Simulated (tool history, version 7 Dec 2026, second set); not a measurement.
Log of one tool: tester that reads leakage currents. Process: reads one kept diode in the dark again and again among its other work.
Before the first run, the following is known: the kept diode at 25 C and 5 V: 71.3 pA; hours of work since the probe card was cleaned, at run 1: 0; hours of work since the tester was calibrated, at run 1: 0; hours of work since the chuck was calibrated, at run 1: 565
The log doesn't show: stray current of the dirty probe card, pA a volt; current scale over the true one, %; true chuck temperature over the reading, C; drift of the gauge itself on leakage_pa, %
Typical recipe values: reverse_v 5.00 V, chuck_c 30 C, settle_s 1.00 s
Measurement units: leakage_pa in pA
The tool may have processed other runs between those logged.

run	hour	reverse_v	chuck_c	settle_s	hours of work since the probe card was cleaned	hours of work since the tester was calibrated	hours of work since the chuck was calibrated	leakage_pa
1	0.0	5.00	30	1.00	0	0	565	99.98
2	97.5	5.00	30	1.00	68	68	633	100.13
3	232.5	5.00	30	0.81	161	161	727	100.49
4	432.2	5.00	30	0.81	300	300	865	100.89
5	546.5	5.00	30	0.81	379	379	945	100.85
6	694.5	5.00	30	0.81	482	482	1047	101.21
7	880.2	5.00	30	1.00	611	611	1176	101.33
8	1082.9	1.58	30	1.00	751	751	1317	69.29
9	1196.2	5.00	52	0.57	830	830	1395	408.68
10	1312.6	5.00	52	0.57	911	911	1476	408.51
11	1513.1	1.32	52	0.46	1050	1050	1615	265.75
12	1678.7	1.77	23	0.34	1165	1165	1730	44.66
13	1882.3	1.77	23	0.34	1306	1306	1871	44.84
14	2086.4	1.77	23	0.34	1448	1448	2013	44.59
15	2203.6	1.77	23	0.34	1529	1529	2094	44.77

Here are 4 independent what-if runs from the current tool condition. What would each one return?
A	2381.2	5.00	30	0.89	1652	1652	2218	?
B	2381.2	18.12	40	0.84	1652	1652	2218	?
C	2381.2	1.23	24	1.00	1652	1652	2218	?
D	2381.2	2.52	25	2.07	1652	1652	2218	?

run	leakage_pa
A	103.88
B	312.91
C	41.64
D	57.59
Take away the tool's hidden state, keep each run's random variation, and the runs would have read:
run	leakage_pa
A	102.85
B	300.46
C	43.33
D	57.88
